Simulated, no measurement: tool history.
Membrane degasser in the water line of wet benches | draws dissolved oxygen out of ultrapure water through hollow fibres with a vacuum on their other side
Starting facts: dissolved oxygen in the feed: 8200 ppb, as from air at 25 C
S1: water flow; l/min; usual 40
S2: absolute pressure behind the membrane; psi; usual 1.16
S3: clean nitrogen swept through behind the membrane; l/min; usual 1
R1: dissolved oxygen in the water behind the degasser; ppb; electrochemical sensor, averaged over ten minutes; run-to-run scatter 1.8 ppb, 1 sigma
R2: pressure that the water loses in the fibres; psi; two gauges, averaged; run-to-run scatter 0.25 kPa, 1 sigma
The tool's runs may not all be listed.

{"run": 1, "hour": 0.0, "S1": 40, "S2": 1.16, "S3": 1, "R1": 394.7, "R2": 9.484}
{"run": 2, "hour": 32.6, "S1": 40, "S2": 1.16, "S3": 1, "R1": 394.2, "R2": 9.535}
{"run": 3, "hour": 84.7, "S1": 40, "S2": 1.16, "S3": 1, "R1": 394.2, "R2": 9.559}
{"run": 4, "hour": 116.4, "S1": 40, "S2": 1.16, "S3": 0.65, "R1": 544.8, "R2": 9.559}
{"run": 5, "hour": 162.6, "S1": 48, "S2": 1.16, "S3": 0.65, "R1": 619.9, "R2": 11.439}
{"run": 6, "hour": 216.4, "S1": 48, "S2": 1.16, "S3": 0.65, "R1": 617.7, "R2": 11.467}
{"run": 7, "hour": 252.1, "S1": 40, "S2": 1.16, "S3": 0.61, "R1": 571.5, "R2": 9.528}
{"run": 8, "hour": 294.0, "S1": 40, "S2": 0.734, "S3": 1, "R1": 174.3, "R2": 9.571}
{"run": 9, "hour": 365.6, "S1": 40, "S2": 0.734, "S3": 1, "R1": 174.8, "R2": 9.58}
{"run": 10, "hour": 435.2, "S1": 40, "S2": 0.734, "S3": 1, "R1": 175.7, "R2": 9.57}
{"run": 11, "hour": 507.3, "S1": 40, "S2": 0.734, "S3": 1, "R1": 175, "R2": 9.507}
{"run": 12, "hour": 572.5, "S1": 40, "S2": 0.734, "S3": 1, "R1": 175.3, "R2": 9.561}
{"run": 13, "hour": 630.1, "S1": 40, "S2": 0.734, "S3": 1, "R1": 177.1, "R2": 9.568}
{"run": 14, "hour": 663.3, "S1": 40, "S2": 0.734, "S3": 1, "R1": 177.8, "R2": 9.601}
{"run": 15, "hour": 697.0, "S1": 40, "S2": 1.16, "S3": 1.83, "R1": 242, "R2": 9.626}
{"run": 16, "hour": 762.2, "S1": 40, "S2": 1.16, "S3": 1, "R1": 400.7, "R2": 9.584}
{"run": 17, "hour": 805.3, "S1": 50, "S2": 1.323, "S3": 0.8, "R1": 672.9, "R2": 11.947}
{"run": 18, "hour": 874.3, "S1": 48, "S2": 1.323, "S3": 1.76, "R1": 358.5, "R2": 11.496}
{"run": 19, "hour": 916.3, "S1": 40, "S2": 0.891, "S3": 1.68, "R1": 170.4, "R2": 9.578}
{"run": 20, "hour": 969.9, "S1": 40, "S2": 1.049, "S3": 0.5, "R1": 566.5, "R2": 9.607}
{"run": 21, "hour": 1001.7, "S1": 40, "S2": 1.841, "S3": 2.4, "R1": 359.3, "R2": 9.536}
{"run": 22, "hour": 1047.4, "S1": 63, "S2": 1.841, "S3": 1.36, "R1": 850, "R2": 15.158}
{"run": 23, "hour": 1099.9, "S1": 56, "S2": 1.841, "S3": 1.36, "R1": 766.7, "R2": 13.413}
{"run": 24, "hour": 1163.7, "S1": 49, "S2": 1.83, "S3": 1.49, "R1": 632.5, "R2": 11.783}
{"run": 25, "hour": 1219.0, "S1": 40, "S2": 1.271, "S3": 2.42, "R1": 219.5, "R2": 9.651}
{"run": 26, "hour": 1286.1, "S1": 31, "S2": 1.195, "S3": 1.27, "R1": 280.8, "R2": 7.414}
{"run": 27, "hour": 1354.9, "S1": 31, "S2": 1.195, "S3": 1.27, "R1": 282.6, "R2": 7.377}
{"run": 28, "hour": 1402.5, "S1": 35, "S2": 1.014, "S3": 0.63, "R1": 412.6, "R2": 8.425}
{"run": 29, "hour": 1459.4, "S1": 35, "S2": 1.014, "S3": 0.63, "R1": 417.7, "R2": 8.406}
{"run": 30, "hour": 1490.4, "S1": 26, "S2": 1.981, "S3": 0.63, "R1": 817.9, "R2": 6.271}
{"run": 31, "hour": 1531.2, "S1": 61, "S2": 2.209, "S3": 0.69, "R1": 1555.2, "R2": 14.682}

Below, some changes in R1 between adjacent runs. For each, the amount present without the hidden state too (settings, incoming material, random variation) and the amount remaining for the hidden state with gauge scatter not shared by both compared results:
Unlogged tool condition in this case: membrane still open, %; true pressure behind the membrane over the reading, kPa; air that leaks in behind the membrane, l/min; drift of the gauge itself on oxygen_ppb, %; drift of the gauge itself on loss_of_pressure_kpa, %.
Run 19 -> 20: S2 0.891 -> 1.049, S3 1.68 -> 0.5. R1 +396.1 ppb: hidden state +26.3, all else +369.8.
Run 20 -> 21: S2 1.049 -> 1.841, S3 0.5 -> 2.4. R1 -207.2 ppb: hidden state -31.5, all else -175.7.
Run 21 -> 22: S1 40 -> 63, S3 2.4 -> 1.36. R1 +490.7 ppb: hidden state +17.2, all else +473.5.
Run 24 -> 25: S1 49 -> 40, S2 1.83 -> 1.271, S3 1.49 -> 2.42. R1 -413 ppb: hidden state -9.5, all else -403.5.
Run 30 -> 31: S1 26 -> 61, S2 1.981 -> 2.209, S3 0.63 -> 0.69. R1 +737.3 ppb: hidden state +15.5, all else +721.8.

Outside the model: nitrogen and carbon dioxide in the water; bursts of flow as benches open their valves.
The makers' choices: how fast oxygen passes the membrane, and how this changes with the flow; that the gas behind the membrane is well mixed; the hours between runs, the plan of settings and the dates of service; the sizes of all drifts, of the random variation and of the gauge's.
